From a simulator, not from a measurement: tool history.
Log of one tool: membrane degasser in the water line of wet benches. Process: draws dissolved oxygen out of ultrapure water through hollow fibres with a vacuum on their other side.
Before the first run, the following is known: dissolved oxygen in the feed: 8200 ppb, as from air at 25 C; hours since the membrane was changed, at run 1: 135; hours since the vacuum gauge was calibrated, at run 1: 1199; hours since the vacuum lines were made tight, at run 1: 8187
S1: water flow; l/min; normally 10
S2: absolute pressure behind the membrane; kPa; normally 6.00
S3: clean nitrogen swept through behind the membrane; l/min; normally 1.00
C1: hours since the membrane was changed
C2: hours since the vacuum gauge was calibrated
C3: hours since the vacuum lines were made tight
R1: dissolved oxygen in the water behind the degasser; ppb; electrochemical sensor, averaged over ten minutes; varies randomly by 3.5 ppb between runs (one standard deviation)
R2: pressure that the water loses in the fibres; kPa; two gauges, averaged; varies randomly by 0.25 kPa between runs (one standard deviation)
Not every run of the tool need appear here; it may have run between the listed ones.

Run 1, hour 0.0: usual settings; C1 135; C2 1199; C3 8187. Result: R1 356.9 ppb, R2 66.37 kPa.
Run 2, hour 68.7: usual settings but S3 0.41 l/min; C1 204; C2 1267; C3 8256. Result: R1 433.5 ppb, R2 66.54 kPa.
Run 3, hour 130.4: usual settings but S2 6.54 kPa; C1 266; C2 1329; C3 8318. Result: R1 375.0 ppb, R2 66.96 kPa.
Run 4, hour 177.2: usual settings but S2 6.54 kPa; C1 312; C2 1376; C3 8364. Result: R1 370.6 ppb, R2 67.04 kPa.
Run 5, hour 224.4: usual settings but S2 11.44 kPa; C1 360; C2 1423; C3 8412. Result: R1 473.6 ppb, R2 66.38 kPa.
Run 6, hour 321.1: usual settings but S2 11.44 kPa; C1 456; C2 1520; C3 8508. Result: R1 465.4 ppb, R2 66.48 kPa.
Run 7, hour 400.6: usual settings but S2 4.89 kPa; C1 536; C2 1599; C3 8588. Result: R1 331.4 ppb, R2 65.88 kPa.
Run 8, hour 443.1: usual settings but S2 4.89 kPa; C1 578; C2 1642; C3 8630. Result: R1 331.1 ppb, R2 66.42 kPa.
Run 9, hour 507.2: usual settings but S1 12 l/min; C1 642; C2 1706; C3 8694. Result: R1 469.4 ppb, R2 79.41 kPa.
Run 10, hour 561.9: usual settings but S1 12 l/min; C1 697; C2 1760; C3 8749. Result: R1 470.7 ppb, R2 80.20 kPa.
Run 11, hour 622.0: usual settings but S1 8 l/min, S2 5.13 kPa, S3 2.94 l/min; C1 757; C2 1821; C3 8809. Result: R1 208.3 ppb, R2 53.00 kPa.
Run 12, hour 675.9: usual settings but S1 11 l/min, S2 4.13 kPa; C1 811; C2 1874; C3 8863. Result: R1 366.4 ppb, R2 73.11 kPa.
Run 13, hour 764.5: usual settings but S1 7 l/min, S2 4.13 kPa; C1 900; C2 1963; C3 8952. Result: R1 165.8 ppb, R2 46.55 kPa.
Run 14, hour 851.1: usual settings but S1 7 l/min, S2 5.35 kPa; C1 986; C2 2050; C3 9038. Result: R1 187.1 ppb, R2 46.85 kPa.
Run 15, hour 924.0: usual settings but S1 15 l/min, S2 8.20 kPa, S3 0.43 l/min; C1 1059; C2 2123; C3 9111. Result: R1 852.2 ppb, R2 100.51 kPa.
Run 16, hour 967.6: usual settings but S1 15 l/min, S2 8.20 kPa, S3 0.43 l/min; C1 1103; C2 2166; C3 9155. Result: R1 861.6 ppb, R2 100.33 kPa.
Run 17, hour 1016.8: usual settings but S2 5.02 kPa, S3 1.66 l/min; C1 1152; C2 2215; C3 9204. Result: R1 321.9 ppb, R2 66.93 kPa.
Run 18, hour 1063.7: usual settings but S2 5.02 kPa, S3 1.66 l/min; C1 1199; C2 2262; C3 9251. Result: R1 326.0 ppb, R2 66.77 kPa.
Run 19, hour 1144.1: usual settings but S1 11 l/min, S2 5.02 kPa, S3 1.66 l/min; C1 1279; C2 2343; C3 9331. Result: R1 373.7 ppb, R2 73.12 kPa.

Some steps in R1, run to run, broken into two amounts with sign: the step expected even without the hidden condition (settings, incoming material, random variation), and the rest, left for the hidden condition together with whatever gauge scatter is not in both the measured and the hidden-condition-free result:
Hidden state at play: membrane still open, %; true pressure behind the membrane over the reading, kPa; air that leaks in behind the membrane, l/min; drift of the gauge itself on oxygen_ppb, %; drift of the gauge itself on loss_of_pressure_kpa, %.
Run 14 -> 15: S1 7 -> 15, S2 5.35 -> 8.20, S3 1.00 -> 0.43. R1 +665.1 ppb: hidden state +5.5, all else +659.6.
